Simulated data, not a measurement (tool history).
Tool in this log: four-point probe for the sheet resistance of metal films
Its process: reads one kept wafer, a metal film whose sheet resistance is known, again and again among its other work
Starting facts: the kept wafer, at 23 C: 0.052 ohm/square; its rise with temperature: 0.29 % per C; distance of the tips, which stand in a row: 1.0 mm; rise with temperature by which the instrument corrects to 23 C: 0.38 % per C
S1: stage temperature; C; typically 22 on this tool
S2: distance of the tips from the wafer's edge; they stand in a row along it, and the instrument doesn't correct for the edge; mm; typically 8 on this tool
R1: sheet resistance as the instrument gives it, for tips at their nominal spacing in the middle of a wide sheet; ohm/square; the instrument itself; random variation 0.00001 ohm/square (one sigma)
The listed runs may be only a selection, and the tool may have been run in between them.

run    hour  S1  S2        R1
  1       0  22   8  0.052476
  2    35.7  22   8  0.052497
  3    74.2  22   8  0.052489
  4   113.3  22  11  0.052277
  5   140.2  31  11  0.051829
  6   170.5  22   8  0.052482
  7   204.2  22   8  0.052494
  8   238.2  22  13  0.052207
      242.2  -- stage's thermometer calibrated
  9   280.5  22   8   0.05248
 10   315.9  22   8  0.052458
 11   371.6  22   8  0.052488
 12   407.5  22   8  0.052486
 13   459.5  22   5  0.053131
 14   503.7  22   5  0.053145
 15   554.4  22   5  0.053147
 16   602.8  22   5  0.053151
 17   631.8  22   5  0.053163
 18   683.6  22   5  0.053156
 19   715.6  22   5  0.053143
 20   756.3  22   5  0.053158
 21   787.2  18   3  0.055197
 22   830.5  30  16  0.051767
 23   882.1  28  52  0.051754
 24   913.5  22  42  0.052063
 25   957.5  21   8   0.05253
 26   999.9  21   8  0.052551
 27  1056.4  23   6  0.052776
 28  1111.7  18   6  0.053043
 29  1148.1  29   7  0.052272
 30  1174.3  32   5  0.052664
 31    1216  32   5  0.052658
 32  1269.5  32   5   0.05266
 33  1304.8  31  19  0.051702
 34  1340.9  31  19  0.051679
 35  1390.3  21   4   0.05381
 36  1435.1  29   7  0.052298
 37  1471.5  22  14  0.052212
 38  1501.7  22  14   0.05222
 39  1561.2  18  72  0.052275
 40  1617.2  18  72   0.05227

Forecast each of these 3 alternatives for the next run:
  A  1671.6  22  33   ?
  B  1671.6  18  30   ?
  C  1671.6  20   6   ?

run        R1
  A  0.052072
  B  0.052289
  C  0.052924
Without the tool's unlogged condition, the same runs would have read:
run        R1
  A  0.052072
  B  0.052288
  C  0.052923

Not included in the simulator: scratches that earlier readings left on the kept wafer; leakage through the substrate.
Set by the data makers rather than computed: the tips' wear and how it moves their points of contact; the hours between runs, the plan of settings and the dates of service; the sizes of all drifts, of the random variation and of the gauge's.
